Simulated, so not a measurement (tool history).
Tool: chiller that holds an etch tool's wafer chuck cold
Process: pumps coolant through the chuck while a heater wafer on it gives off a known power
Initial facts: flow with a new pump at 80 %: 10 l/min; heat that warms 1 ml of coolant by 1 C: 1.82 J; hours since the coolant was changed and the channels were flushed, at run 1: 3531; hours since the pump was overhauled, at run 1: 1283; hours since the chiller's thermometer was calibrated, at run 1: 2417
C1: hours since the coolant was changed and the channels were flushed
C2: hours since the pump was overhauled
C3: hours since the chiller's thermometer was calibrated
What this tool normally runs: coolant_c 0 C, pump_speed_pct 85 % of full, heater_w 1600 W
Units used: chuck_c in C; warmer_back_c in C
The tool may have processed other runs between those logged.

{"run": 1, "hour": 0.0, "coolant_c": 0, "pump_speed_pct": 85, "heater_w": 1600, "C1": 3531, "C2": 1283, "C3": 2417, "chuck_c": 17.6, "warmer_back_c": 5.01}
{"run": 2, "hour": 29.4, "coolant_c": 0, "pump_speed_pct": 85, "heater_w": 1600, "C1": 3561, "C2": 1312, "C3": 2447, "chuck_c": 17.6, "warmer_back_c": 5.03}
{"run": 3, "hour": 60.3, "coolant_c": 0, "pump_speed_pct": 85, "heater_w": 1985, "C1": 3592, "C2": 1343, "C3": 2478, "chuck_c": 21.8, "warmer_back_c": 6.23}
{"run": 4, "hour": 106.8, "coolant_c": 0, "pump_speed_pct": 85, "heater_w": 1600, "C1": 3638, "C2": 1390, "C3": 2524, "chuck_c": 17.6, "warmer_back_c": 5.01}
{"run": 5, "hour": 160.6, "coolant_c": 0, "pump_speed_pct": 85, "heater_w": 1239, "C1": 3692, "C2": 1443, "C3": 2578, "chuck_c": 13.7, "warmer_back_c": 3.94}
{"run": 6, "hour": 201.0, "coolant_c": 0, "pump_speed_pct": 85, "heater_w": 1239, "C1": 3732, "C2": 1484, "C3": 2618, "chuck_c": 13.7, "warmer_back_c": 3.93}
{"run": 7, "hour": 261.3, "coolant_c": 0, "pump_speed_pct": 85, "heater_w": 1239, "C1": 3793, "C2": 1544, "C3": 2679, "chuck_c": 13.7, "warmer_back_c": 3.91}
{"run": 8, "hour": 311.1, "coolant_c": 0, "pump_speed_pct": 85, "heater_w": 1239, "C1": 3842, "C2": 1594, "C3": 2728, "chuck_c": 13.8, "warmer_back_c": 3.9}
{"run": 9, "hour": 368.7, "coolant_c": -8, "pump_speed_pct": 85, "heater_w": 1600, "C1": 3900, "C2": 1652, "C3": 2786, "chuck_c": 9.8, "warmer_back_c": 5.06}
{"run": 10, "hour": 432.7, "coolant_c": -8, "pump_speed_pct": 85, "heater_w": 1600, "C1": 3964, "C2": 1716, "C3": 2850, "chuck_c": 9.9, "warmer_back_c": 5.05}
{"run": 11, "hour": 480.6, "coolant_c": 0, "pump_speed_pct": 78, "heater_w": 1600, "C1": 4012, "C2": 1763, "C3": 2898, "chuck_c": 18.8, "warmer_back_c": 5.59}
{"run": 12, "hour": 525.8, "coolant_c": 0, "pump_speed_pct": 78, "heater_w": 1600, "C1": 4057, "C2": 1809, "C3": 2943, "chuck_c": 18.9, "warmer_back_c": 5.56}
{"run": 13, "hour": 582.0, "coolant_c": 0, "pump_speed_pct": 61, "heater_w": 1600, "C1": 4113, "C2": 1865, "C3": 2999, "chuck_c": 22.8, "warmer_back_c": 7.3}
{"run": 14, "hour": 649.7, "coolant_c": 0, "pump_speed_pct": 80, "heater_w": 1600, "C1": 4181, "C2": 1933, "C3": 3067, "chuck_c": 18.6, "warmer_back_c": 5.44}
{"run": 15, "hour": 698.3, "coolant_c": 0, "pump_speed_pct": 80, "heater_w": 1600, "C1": 4230, "C2": 1981, "C3": 3116, "chuck_c": 18.6, "warmer_back_c": 5.42}
{"run": 16, "hour": 737.6, "coolant_c": 2, "pump_speed_pct": 85, "heater_w": 1600, "C1": 4269, "C2": 2020, "C3": 3155, "chuck_c": 20, "warmer_back_c": 5.01}
{"run": 17, "hour": 766.4, "coolant_c": 2, "pump_speed_pct": 85, "heater_w": 1600, "C1": 4298, "C2": 2049, "C3": 3184, "chuck_c": 20.2, "warmer_back_c": 5.08}

Run 18 is up next; what results do you expect?
{"hour": 773.7, "done": "chiller's thermometer calibrated"}
{"run": 18, "hour": 804.8, "coolant_c": 2, "pump_speed_pct": 85, "heater_w": 1600, "C1": 4335, "C2": 2087, "C3": 31, "chuck_c": "?", "warmer_back_c": "?"}

{"run 18": {"chuck_c": 20.1, "warmer_back_c": 5.12}}
Minus the tool's unlogged condition, the same run would have read chuck_c 18.4 C, warmer_back_c 4.97 C.
